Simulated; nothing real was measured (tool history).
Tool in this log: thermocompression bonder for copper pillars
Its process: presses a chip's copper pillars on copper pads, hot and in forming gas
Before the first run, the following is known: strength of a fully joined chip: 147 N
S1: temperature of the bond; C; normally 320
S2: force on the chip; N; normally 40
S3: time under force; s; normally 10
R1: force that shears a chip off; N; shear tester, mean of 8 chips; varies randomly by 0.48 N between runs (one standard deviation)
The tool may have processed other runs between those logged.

run     day   S1  S2  S3    R1
  1   0.000  320  40  10  52.8
  2   1.058  320  40  10  53.0
  3   1.671  320  40  11  54.9
  4   2.354  320  40  11  54.7
  5   2.879  320  40  11  55.8
  6   3.838  320  40  11  55.0
  7   4.958  320  40  11  56.1
  8   5.725  320  30  10  40.9
  9   6.550  320  30  10  41.0
 10   7.633  322  55  26  98.3
 11   8.596  322  55  26  97.7
 12   9.254  313  25  10  30.9
 13   9.921  313  25  10  31.1
     10.142  -- forming gas filter changed
 14  10.733  307  40  10  46.5
 15  11.283  320  41   8  51.1
 16  12.108  320  41   8  51.0
 17  12.775  320  41   8  50.4
 18  13.375  317  26   8  31.0

4 options for the next run, each taken on its own from the tool as it stands now. Forecast them:
  A  14.275  303  27   6   ?
  B  14.275  317  26   5   ?
  C  14.275  317  41   6   ?
  D  14.275  320  24  11   ?

run    R1
  A  23.5
  B  25.0
  C  44.1
  D  33.4
With no hidden state in the tool, these same runs would have given:
run    R1
  A  23.6
  B  25.1
  C  44.2
  D  33.5

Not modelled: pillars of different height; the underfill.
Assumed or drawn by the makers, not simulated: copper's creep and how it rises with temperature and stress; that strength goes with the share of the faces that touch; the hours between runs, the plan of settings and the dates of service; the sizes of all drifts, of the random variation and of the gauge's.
